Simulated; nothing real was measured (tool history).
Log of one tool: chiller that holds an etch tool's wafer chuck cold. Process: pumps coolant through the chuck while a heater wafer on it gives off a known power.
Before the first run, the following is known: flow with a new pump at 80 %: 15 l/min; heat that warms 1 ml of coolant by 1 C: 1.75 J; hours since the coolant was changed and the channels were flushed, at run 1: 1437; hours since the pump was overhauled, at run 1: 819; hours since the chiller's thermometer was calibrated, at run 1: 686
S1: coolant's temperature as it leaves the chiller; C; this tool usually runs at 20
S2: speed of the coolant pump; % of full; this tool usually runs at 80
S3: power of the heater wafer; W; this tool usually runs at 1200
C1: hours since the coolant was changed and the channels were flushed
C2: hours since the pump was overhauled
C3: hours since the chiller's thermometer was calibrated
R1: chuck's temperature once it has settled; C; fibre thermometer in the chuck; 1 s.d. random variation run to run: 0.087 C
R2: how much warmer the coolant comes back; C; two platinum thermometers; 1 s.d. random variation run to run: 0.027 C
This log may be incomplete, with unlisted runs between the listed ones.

run 1 hour=0 | S1=20 S2=80 S3=1200 | C1=1437 C2=819 C3=686 | R1=27.38 R2=2.81
run 2 hour=50.7 | S1=20 S2=80 S3=1200 | C1=1488 C2=870 C3=737 | R1=27.45 R2=2.83
run 3 hour=76.1 | S1=20 S2=80 S3=1200 | C1=1513 C2=896 C3=762 | R1=27.46 R2=2.81
run 4 hour=121.4 | S1=20 S2=80 S3=1200 | C1=1559 C2=941 C3=808 | R1=27.58 R2=2.87
run 5 hour=166.8 | S1=20 S2=80 S3=1200 | C1=1604 C2=986 C3=853 | R1=27.43 R2=2.81
run 6 hour=211.3 | S1=20 S2=80 S3=1200 | C1=1649 C2=1031 C3=897 | R1=27.58 R2=2.83
run 7 hour=258.4 | S1=20 S2=80 S3=1200 | C1=1696 C2=1078 C3=945 | R1=27.47 R2=2.78
run 8 hour=283.1 | S1=20 S2=80 S3=1200 | C1=1720 C2=1102 C3=969 | R1=27.45 R2=2.82
run 9 hour=315.4 | S1=20 S2=63 S3=1200 | C1=1753 C2=1135 C3=1002 | R1=29.19 R2=3.65
-- hour=323.1 coolant pump overhauled
run 10 hour=373.6 | S1=20 S2=63 S3=1200 | C1=1806 C2=51 C3=1055 | R1=29.28 R2=3.72
run 11 hour=429.3 | S1=20 S2=63 S3=1200 | C1=1862 C2=106 C3=1111 | R1=29.29 R2=3.7
-- hour=477.2 coolant pump overhauled, once more
run 12 hour=477.2 | S1=20 S2=63 S3=1200 | C1=1905 C2=0 C3=1153 | R1=28.87 R2=3.48
run 13 hour=510.1 | S1=20 S2=63 S3=1200 | C1=1937 C2=33 C3=1186 | R1=29.06 R2=3.54
run 14 hour=556.3 | S1=20 S2=63 S3=1200 | C1=1984 C2=79 C3=1232 | R1=29.19 R2=3.55
run 15 hour=614 | S1=28 S2=98 S3=1200 | C1=2041 C2=137 C3=1290 | R1=34.28 R2=2.24
run 16 hour=639.4 | S1=28 S2=98 S3=1200 | C1=2067 C2=162 C3=1316 | R1=34.28 R2=2.28
run 17 hour=681.6 | S1=28 S2=81 S3=1531 | C1=2109 C2=204 C3=1358 | R1=37.48 R2=3.47
run 18 hour=714.7 | S1=28 S2=81 S3=1531 | C1=2142 C2=237 C3=1391 | R1=37.46 R2=3.47
run 19 hour=759.8 | S1=28 S2=81 S3=1531 | C1=2187 C2=283 C3=1436 | R1=37.58 R2=3.5
run 20 hour=787.1 | S1=28 S2=72 S3=721 | C1=2214 C2=310 C3=1463 | R1=32.68 R2=1.86
run 21 hour=837.9 | S1=16 S2=89 S3=721 | C1=2265 C2=361 C3=1514 | R1=19.87 R2=1.48
run 22 hour=890 | S1=12 S2=61 S3=1751 | C1=2317 C2=413 C3=1566 | R1=25.9 R2=5.4
run 23 hour=929.5 | S1=12 S2=61 S3=1751 | C1=2357 C2=452 C3=1606 | R1=26.04 R2=5.36
run 24 hour=974.8 | S1=10 S2=77 S3=1200 | C1=2402 C2=498 C3=1651 | R1=17.83 R2=2.89
run 25 hour=1004.1 | S1=22 S2=75 S3=1200 | C1=2431 C2=527 C3=1680 | R1=30.16 R2=2.99
run 26 hour=1041.2 | S1=14 S2=76 S3=844 | C1=2469 C2=564 C3=1717 | R1=19.46 R2=2.05
run 27 hour=1074.3 | S1=14 S2=76 S3=844 | C1=2502 C2=597 C3=1751 | R1=19.47 R2=2.1

Forecast each of these 3 alternatives for the next run:
run A hour=1129.5 | S1=23 S2=80 S3=1343 | C1=2557 C2=652 C3=1806 | R1=? R2=?
run B hour=1129.5 | S1=15 S2=80 S3=1101 | C1=2557 C2=652 C3=1806 | R1=? R2=?
run C hour=1129.5 | S1=23 S2=86 S3=1318 | C1=2557 C2=652 C3=1806 | R1=? R2=?

run=A R1=31.57 R2=3.12
run=B R1=22.02 R2=2.55
run=C R1=30.96 R2=2.86
Stripped of hidden state, with their random variation kept, the same runs would have yielded:
run=A R1=30.86 R2=3.06
run=B R1=21.54 R2=2.5
run=C R1=30.34 R2=2.81
